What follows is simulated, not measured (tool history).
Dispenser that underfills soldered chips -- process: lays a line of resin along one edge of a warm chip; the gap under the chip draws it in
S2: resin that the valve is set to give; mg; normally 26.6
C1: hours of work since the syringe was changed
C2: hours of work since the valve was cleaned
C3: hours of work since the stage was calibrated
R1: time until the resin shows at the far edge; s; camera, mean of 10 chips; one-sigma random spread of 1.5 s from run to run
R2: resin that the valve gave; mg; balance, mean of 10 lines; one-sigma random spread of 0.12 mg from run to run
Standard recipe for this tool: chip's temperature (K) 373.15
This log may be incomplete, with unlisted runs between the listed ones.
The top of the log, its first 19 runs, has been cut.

{"hour": 181.4, "done": "new syringe of resin"}
{"run": 20, "hour": 187.2, "chip's temperature (K)": 384.15, "S2": 29.5, "C1": 4, "C2": 69, "C3": 269, "R1": 135.5, "R2": 28.17}
{"hour": 193.6, "done": "new syringe of resin"}
{"run": 21, "hour": 194.2, "chip's temperature (K)": 373.15, "S2": 24.2, "C1": 0, "C2": 73, "C3": 273, "R1": 168.9, "R2": 23.17}
{"run": 22, "hour": 202.3, "chip's temperature (K)": 375.15, "S2": 25.4, "C1": 6, "C2": 79, "C3": 279, "R1": 220.0, "R2": 24.22}
{"hour": 206.5, "done": "new syringe of resin"}
{"run": 23, "hour": 214.8, "chip's temperature (K)": 362.15, "S2": 26.4, "C1": 6, "C2": 87, "C3": 287, "R1": 381.3, "R2": 24.91}
{"hour": 218.4, "done": "new syringe of resin"}
{"run": 24, "hour": 228.2, "chip's temperature (K)": 385.15, "S2": 31.9, "C1": 6, "C2": 95, "C3": 295, "R1": 156.5, "R2": 29.96}
{"hour": 231.1, "done": "new syringe of resin"}
{"run": 25, "hour": 241.5, "chip's temperature (K)": 385.15, "S2": 31.9, "C1": 7, "C2": 104, "C3": 304, "R1": 158.1, "R2": 30.19}
{"hour": 243.6, "done": "new syringe of resin"}
{"hour": 251.8, "done": "dispensing valve cleaned and set on the balance"}
{"run": 26, "hour": 253.7, "chip's temperature (K)": 385.15, "S2": 31.9, "C1": 6, "C2": 1, "C3": 311, "R1": 147.0, "R2": 31.77}
{"hour": 256.9, "done": "new syringe of resin"}
{"run": 27, "hour": 265.5, "chip's temperature (K)": 381.15, "S2": 30.3, "C1": 6, "C2": 9, "C3": 319, "R1": 168.3, "R2": 30.35}
{"hour": 269.4, "done": "new syringe of resin"}
{"run": 28, "hour": 271.2, "chip's temperature (K)": 381.15, "S2": 30.3, "C1": 1, "C2": 12, "C3": 322, "R1": 120.2, "R2": 30.05}
{"run": 29, "hour": 278.9, "chip's temperature (K)": 366.15, "S2": 26.2, "C1": 6, "C2": 17, "C3": 327, "R1": 332.3, "R2": 25.89}
{"hour": 281.9, "done": "new syringe of resin"}
{"run": 30, "hour": 292.0, "chip's temperature (K)": 359.15, "S2": 24.4, "C1": 7, "C2": 26, "C3": 336, "R1": 493.4, "R2": 24.19}
{"hour": 294.4, "done": "new syringe of resin"}
{"run": 31, "hour": 305.2, "chip's temperature (K)": 387.15, "S2": 23.8, "C1": 7, "C2": 34, "C3": 344, "R1": 162.2, "R2": 23.54}
{"hour": 307.3, "done": "new syringe of resin"}
{"hour": 317.4, "done": "stage's temperature calibrated"}
{"run": 32, "hour": 318.1, "chip's temperature (K)": 383.15, "S2": 24.6, "C1": 6, "C2": 42, "C3": 0, "R1": 165.0, "R2": 23.99}
{"hour": 320.4, "done": "new syringe of resin"}
{"run": 33, "hour": 328.1, "chip's temperature (K)": 388.15, "S2": 23.8, "C1": 5, "C2": 48, "C3": 7, "R1": 126.6, "R2": 23.45}
{"hour": 332.7, "done": "new syringe of resin"}
{"run": 34, "hour": 338.8, "chip's temperature (K)": 359.15, "S2": 25.6, "C1": 4, "C2": 55, "C3": 14, "R1": 381.4, "R2": 24.92}

Here are 4 independent what-if runs from the current tool condition. What would each one return?
{"hour": 345.1, "done": "new syringe of resin"}
{"run": "A", "hour": 345.3, "chip's temperature (K)": 373.15, "S2": 25.2, "C1": 0, "C2": 59, "C3": 18, "R1": "?", "R2": "?"}
{"hour": 345.1, "done": "new syringe of resin"}
{"run": "B", "hour": 345.3, "chip's temperature (K)": 385.15, "S2": 29.9, "C1": 0, "C2": 59, "C3": 18, "R1": "?", "R2": "?"}
{"hour": 345.1, "done": "new syringe of resin"}
{"run": "C", "hour": 345.3, "chip's temperature (K)": 365.15, "S2": 28.9, "C1": 0, "C2": 59, "C3": 18, "R1": "?", "R2": "?"}
{"hour": 345.1, "done": "new syringe of resin"}
{"run": "D", "hour": 345.3, "chip's temperature (K)": 383.15, "S2": 33.1, "C1": 0, "C2": 59, "C3": 18, "R1": "?", "R2": "?"}

run=A R1=159.7 R2=24.31
run=B R1=95.0 R2=28.80
run=C R1=212.9 R2=28.05
run=D R1=102.5 R2=32.19
What these runs would have given with no unlogged condition in the tool:
run=A R1=152.8 R2=25.05
run=B R1=91.4 R2=29.68
run=C R1=204.3 R2=28.91
run=D R1=98.8 R2=33.18

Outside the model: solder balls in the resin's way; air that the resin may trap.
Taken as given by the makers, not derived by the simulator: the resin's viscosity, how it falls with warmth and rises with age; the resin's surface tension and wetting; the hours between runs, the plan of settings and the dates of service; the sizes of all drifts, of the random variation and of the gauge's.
